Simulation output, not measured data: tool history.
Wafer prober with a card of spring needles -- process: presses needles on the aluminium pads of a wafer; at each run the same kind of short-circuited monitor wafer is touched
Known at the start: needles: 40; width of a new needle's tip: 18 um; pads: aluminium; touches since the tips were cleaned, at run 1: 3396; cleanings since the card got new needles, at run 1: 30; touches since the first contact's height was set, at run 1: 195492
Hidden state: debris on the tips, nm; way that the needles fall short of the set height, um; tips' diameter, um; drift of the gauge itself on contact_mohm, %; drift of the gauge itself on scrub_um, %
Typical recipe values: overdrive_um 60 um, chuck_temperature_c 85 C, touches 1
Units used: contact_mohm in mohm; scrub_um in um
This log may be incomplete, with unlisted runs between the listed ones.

run  hour  overdrive_um  chuck_temperature_c  touches  touches since the tips were cleaned  cleanings since the card got new needles  touches since the first contact's height was set  contact_mohm  scrub_um
  1     0            60                   85        1                                 3396                                        30                                            195492           178      8.42
     10.3  -- tips cleaned on abrasive film
  2  13.3            60                   85        1                                  674                                        31                                            198483           178      8.43
  3  25.2            60                   85        1                                 3385                                        31                                            201194           178      8.43
     37.5  -- tips cleaned on abrasive film
  4  39.1            60                   85        1                                  369                                        32                                            204334           176       8.4
  5  52.4            60                   85        1                                 3374                                        32                                            207339           176       8.4
     62.7  -- tips cleaned on abrasive film
  6  73.4            58                  111        2                                 2437                                        33                                            212103           182      8.18
     75.9  -- height of the first contact set anew
  7  84.5            67                   78        1                                 4879                                        33                                              1947           173      9.37

Expected results for the next run?
     90.3  -- tips cleaned on abrasive film
  8  94.7            67                   78        1                                 1016                                        34                                              4255             ?         ?

{"run 8": {"contact_mohm": 171, "scrub_um": 9.36}}
Without the tool's hidden state the same run would have given contact_mohm 171 mohm, scrub_um 9.36 um.
